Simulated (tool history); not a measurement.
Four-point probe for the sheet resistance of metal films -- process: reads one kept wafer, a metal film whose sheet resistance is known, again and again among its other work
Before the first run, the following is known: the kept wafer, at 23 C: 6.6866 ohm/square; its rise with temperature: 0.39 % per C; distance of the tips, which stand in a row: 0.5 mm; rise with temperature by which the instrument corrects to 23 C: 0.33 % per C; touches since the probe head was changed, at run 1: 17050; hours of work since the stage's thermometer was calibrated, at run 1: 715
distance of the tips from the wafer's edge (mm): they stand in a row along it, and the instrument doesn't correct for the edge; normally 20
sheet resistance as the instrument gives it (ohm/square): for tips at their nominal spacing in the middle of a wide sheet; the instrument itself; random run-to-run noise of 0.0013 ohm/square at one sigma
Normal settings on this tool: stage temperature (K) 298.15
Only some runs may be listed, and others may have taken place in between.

| run | hour | stage temperature (K) | distance of the tips from the wafer's edge (mm) | touches since the probe head was changed | hours of work since the stage's thermometer was calibrated | sheet resistance as the instrument gives it (ohm/square) |
|---|---|---|---|---|---|---|
| 1 | 0.0 | 298.15 | 20 | 17050 | 715 | 6.680806 |
| 2 | 79.4 | 298.15 | 71 | 18663 | 770 | 6.679161 |
| 3 | 136.4 | 298.15 | 71 | 19822 | 810 | 6.680537 |
| 4 | 251.2 | 298.15 | 20 | 22155 | 890 | 6.685018 |
| 5 | 368.7 | 298.15 | 20 | 24543 | 972 | 6.686528 |
| 6 | 424.9 | 298.15 | 20 | 25684 | 1011 | 6.685251 |
| 7 | 518.2 | 298.15 | 20 | 27580 | 1076 | 6.684718 |
| 8 | 603.9 | 298.15 | 20 | 29321 | 1135 | 6.688158 |
| 9 | 702.0 | 298.15 | 20 | 31314 | 1204 | 6.687685 |
| 10 | 824.1 | 298.15 | 20 | 33795 | 1289 | 6.693202 |
| 11 | 946.2 | 298.15 | 20 | 36277 | 1374 | 6.691116 |
| 12 | 1012.1 | 298.15 | 20 | 37616 | 1420 | 6.692545 |
| 13 | 1105.8 | 298.15 | 20 | 39519 | 1485 | 6.692206 |
| 14 | 1177.9 | 298.15 | 20 | 40985 | 1535 | 6.694417 |
| 15 | 1246.2 | 298.15 | 20 | 42373 | 1583 | 6.694929 |
|  | 1326.4 | stage's thermometer calibrated |
| 16 | 1326.4 | 298.15 | 20 | 43993 | 0 | 6.699240 |
| 17 | 1426.8 | 298.15 | 23 | 46031 | 70 | 6.700890 |
|  | 1555.5 | stage's thermometer calibrated, once more |
| 18 | 1558.9 | 298.15 | 20 | 48706 | 2 | 6.692231 |
| 19 | 1623.9 | 297.15 | 20 | 50028 | 48 | 6.690316 |
| 20 | 1681.8 | 298.15 | 20 | 51203 | 88 | 6.692944 |
| 21 | 1783.4 | 298.15 | 20 | 53267 | 159 | 6.693434 |
| 22 | 1881.5 | 295.15 | 20 | 55261 | 227 | 6.686627 |
| 23 | 1988.7 | 295.15 | 20 | 57440 | 302 | 6.686404 |
| 24 | 2098.6 | 295.15 | 20 | 59674 | 378 | 6.687223 |
| 25 | 2173.0 | 295.15 | 20 | 61184 | 430 | 6.690216 |
| 26 | 2251.2 | 298.15 | 45 | 62774 | 485 | 6.700309 |
| 27 | 2343.3 | 295.15 | 8 | 64644 | 549 | 6.703431 |
| 28 | 2452.7 | 293.15 | 45 | 66869 | 625 | 6.680513 |
| 29 | 2547.0 | 298.15 | 38 | 68785 | 691 | 6.703753 |
| 30 | 2642.1 | 295.15 | 23 | 70717 | 757 | 6.692102 |
| 31 | 2721.3 | 295.15 | 23 | 72326 | 812 | 6.693338 |
| 32 | 2827.1 | 298.15 | 23 | 74476 | 886 | 6.706750 |
| 33 | 2881.4 | 296.15 | 29 | 75579 | 923 | 6.700072 |
| 34 | 2997.5 | 307.15 | 5 | 77938 | 1004 | 6.774688 |
| 35 | 3060.8 | 294.15 | 12 | 79224 | 1048 | 6.697993 |
| 36 | 3194.3 | 296.15 | 44 | 81938 | 1141 | 6.704617 |
| 37 | 3304.1 | 300.15 | 58 | 84169 | 1218 | 6.717574 |
| 38 | 3438.5 | 294.15 | 58 | 86899 | 1311 | 6.699469 |
| 39 | 3567.3 | 294.15 | 58 | 89516 | 1401 | 6.700728 |
| 40 | 3649.1 | 294.15 | 58 | 91180 | 1458 | 6.699825 |
| 41 | 3727.3 | 294.15 | 58 | 92767 | 1513 | 6.699308 |
| 42 | 3857.7 | 307.15 | 3 | 95418 | 1603 | 6.848381 |
|  | 3911.8 | stage's thermometer calibrated |
| 43 | 3959.8 | 292.15 | 64 | 97481 | 33 | 6.691967 |
| 44 | 4085.4 | 297.15 | 22 | 100035 | 121 | 6.715882 |
| 45 | 4157.5 | 297.15 | 22 | 101500 | 171 | 6.714039 |

Consider 3 possible next runs. They are alternatives, not a sequence: every one starts from the tool as it was left by run 45. What does each give?
| A | 4234.3 | 293.15 | 22 | 103059 | 225 | ? |
| B | 4234.3 | 300.15 | 22 | 103059 | 225 | ? |
| C | 4234.3 | 298.15 | 8 | 103059 | 225 | ? |

| run | sheet resistance as the instrument gives it (ohm/square) |
|---|---|
| A | 6.702557 |
| B | 6.727827 |
| C | 6.733464 |
The same runs, with their run-to-run variation unchanged, on a tool lacking any hidden condition would have given:
| run | sheet resistance as the instrument gives it (ohm/square) |
|---|---|
| A | 6.678962 |
| B | 6.704213 |
| C | 6.709813 |

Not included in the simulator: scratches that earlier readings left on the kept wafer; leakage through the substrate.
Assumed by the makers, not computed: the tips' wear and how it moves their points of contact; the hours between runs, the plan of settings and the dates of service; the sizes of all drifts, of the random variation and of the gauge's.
